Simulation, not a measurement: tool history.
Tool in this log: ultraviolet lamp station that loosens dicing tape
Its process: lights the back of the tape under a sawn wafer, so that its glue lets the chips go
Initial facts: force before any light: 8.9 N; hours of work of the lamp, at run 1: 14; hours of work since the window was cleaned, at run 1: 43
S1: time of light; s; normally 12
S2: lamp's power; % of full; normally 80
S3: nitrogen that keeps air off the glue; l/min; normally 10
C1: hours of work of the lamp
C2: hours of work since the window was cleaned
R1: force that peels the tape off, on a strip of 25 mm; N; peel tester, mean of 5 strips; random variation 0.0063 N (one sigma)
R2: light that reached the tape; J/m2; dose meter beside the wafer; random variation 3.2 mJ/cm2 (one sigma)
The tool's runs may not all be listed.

run	day	S1	S2	S3	C1	C2	R1	R2
1	0	12	80	10	14	43	0.204	4900
2	0.35	12	91	10	19	47	0.152	5530
3	0.838	12	91	10	25	54	0.162	5490
4	1.062	12	91	10	28	57	0.159	5480
5	1.446	12	91	10	33	62	0.166	5500
6	1.858	12	88	10	38	67	0.175	5230
7	2.092	12	88	10	41	70	0.173	5280
8	2.317	12	88	10	44	73	0.172	5230
9	2.742	12	94	10	50	79	0.159	5600
10	3.229	12	94	10	56	85	0.164	5630
11	3.492	12	80	10	60	88	0.216	4710
12	3.725	12	80	10	63	91	0.229	4750
13	4.054	12	80	10	67	96	0.217	4720
14	4.338	12	80	10	71	99	0.233	4700
15	4.833	12	80	10	77	106	0.22	4660
16	5.179	12	80	10	82	110	0.218	4630
17	5.733	12	80	10	89	118	0.224	4630
18	5.979	12	80	10	92	121	0.223	4630
19	6.225	12	80	10	95	124	0.232	4560
20	6.721	12	80	10	102	131	0.221	4580
21	7.012	12	80	10	105	134	0.241	4590
22	7.392	12	80	10	110	139	0.237	4540
23	7.862	8	68	8	117	145	0.954	2580
24	8.35	8	68	8	123	152	0.997	2570
25	8.771	8	91	4	128	157	0.767	3370
26	9.096	15	76	6	133	161	0.214	5340
27	9.6	19	76	10	139	168	0.134	6690
28	9.917	19	76	10	143	172	0.136	6700
29	10.146	12	73	10	146	175	0.315	4060
30	10.438	6	80	5	150	179	1.66	2200
31	10.888	10	91	5	156	185	0.403	4220
32	11.233	10	85	5	160	189	0.516	3870

Expected results for the next run?
33	11.579	17	80	10	165	194	?	?

{"run 33": {"R1": 0.135, "R2": 6140}}
With the hidden condition absent and the run-to-run variation left alone, this run would have shown R1 0.121 N, R2 7040 J/m2.

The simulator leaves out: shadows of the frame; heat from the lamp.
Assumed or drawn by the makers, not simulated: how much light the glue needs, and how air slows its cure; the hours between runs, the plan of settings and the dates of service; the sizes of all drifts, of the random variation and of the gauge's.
